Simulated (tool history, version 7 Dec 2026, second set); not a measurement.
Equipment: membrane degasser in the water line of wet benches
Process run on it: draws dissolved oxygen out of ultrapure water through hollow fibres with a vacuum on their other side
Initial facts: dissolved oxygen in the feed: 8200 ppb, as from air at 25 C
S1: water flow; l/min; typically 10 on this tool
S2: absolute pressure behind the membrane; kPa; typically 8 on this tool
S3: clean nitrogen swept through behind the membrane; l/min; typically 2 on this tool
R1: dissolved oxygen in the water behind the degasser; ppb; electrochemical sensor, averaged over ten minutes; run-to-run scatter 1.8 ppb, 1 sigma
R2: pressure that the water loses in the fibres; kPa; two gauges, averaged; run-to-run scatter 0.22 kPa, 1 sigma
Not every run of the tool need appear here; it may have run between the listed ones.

| run | hour | S1 | S2 | S3 | R1 | R2 |
|---|---|---|---|---|---|---|
| 1 | 0 | 10 | 8 | 2 | 178.6 | 55.21 |
| 2 | 66 | 10 | 8 | 2 | 184.7 | 55 |
| 3 | 113.2 | 10 | 8 | 2 | 182.1 | 54.93 |
| 4 | 158.4 | 10 | 8 | 2 | 182.2 | 55.04 |
| 5 | 222 | 10 | 8 | 2 | 178.8 | 55.13 |
| 6 | 283 | 10 | 8 | 2 | 183.1 | 54.73 |
| 7 | 351.5 | 10 | 8 | 2 | 180.8 | 54.84 |
| 8 | 445.1 | 10 | 8 | 5.12 | 144.8 | 54.83 |
| 9 | 515.6 | 10 | 8 | 5.12 | 145 | 55.02 |
| 10 | 603.7 | 10 | 8 | 5.12 | 147.6 | 55.25 |
| 11 | 666.6 | 10 | 8 | 2 | 183.3 | 55.21 |
|  | 696.3 | vacuum gauge calibrated |
| 12 | 713.2 | 10 | 8 | 2 | 179.7 | 55.11 |
| 13 | 771.2 | 10 | 8 | 2 | 177.9 | 55.26 |
| 14 | 845.9 | 10 | 9.46 | 2 | 199.8 | 55.24 |
| 15 | 894.3 | 10 | 9.46 | 2.08 | 197.6 | 55.53 |
| 16 | 961.1 | 10 | 9.46 | 2.08 | 199.5 | 55.14 |
| 17 | 1043.7 | 6 | 8 | 5.43 | 44.5 | 33.32 |
| 18 | 1118.7 | 12 | 19.48 | 5.43 | 274.4 | 66.06 |
| 19 | 1167.9 | 15 | 5.75 | 0.81 | 393.5 | 82.82 |
| 20 | 1214.8 | 9 | 7.95 | 1.42 | 173.6 | 49.73 |
| 21 | 1272.5 | 10 | 9.32 | 4.03 | 164.3 | 55.39 |
| 22 | 1362.6 | 10 | 9.32 | 4.03 | 163.6 | 55.2 |
| 23 | 1425 | 15 | 17.07 | 1.86 | 544.2 | 82.68 |
| 24 | 1500.7 | 8 | 10.48 | 4.15 | 108.4 | 44.12 |
| 25 | 1567.9 | 9 | 8 | 2 | 153 | 49.63 |
| 26 | 1634.7 | 7 | 8 | 2 | 91.2 | 38.72 |
| 27 | 1691.7 | 7 | 8 | 2 | 94.4 | 38.87 |
| 28 | 1761.2 | 11 | 6.82 | 4.06 | 176.4 | 60.51 |
| 29 | 1827.6 | 10 | 5.15 | 2.37 | 144.1 | 55.66 |
| 30 | 1881.8 | 6 | 5.15 | 2.15 | 45.8 | 33.4 |
| 31 | 1947.5 | 10 | 5.3 | 1.16 | 171 | 55.3 |
| 32 | 2014 | 10 | 5.3 | 1.16 | 169.5 | 55.48 |

Hidden state or all else? Some run-to-run changes of R1, split into what the settings, what came in and random variation would give without the hidden state, and what is left for the hidden state (with any gauge scatter that isn't in both results):
The tool's hidden condition here consists of: membrane still open, %; true pressure behind the membrane over the reading, kPa; air that leaks in behind the membrane, l/min; drift of the gauge itself on oxygen_ppb, %; drift of the gauge itself on loss_of_pressure_kpa, %.
Run 17 -> 18: S1 6 -> 12, S2 8 -> 19.48. R1 +229.9 ppb: hidden state +9.1, all else +220.8.
Run 22 -> 23: S1 10 -> 15, S2 9.32 -> 17.07, S3 4.03 -> 1.86. R1 +380.6 ppb: hidden state +12.3, all else +368.3.
Run 23 -> 24: S1 15 -> 8, S2 17.07 -> 10.48, S3 1.86 -> 4.15. R1 -435.8 ppb: hidden state -14, all else -421.8.
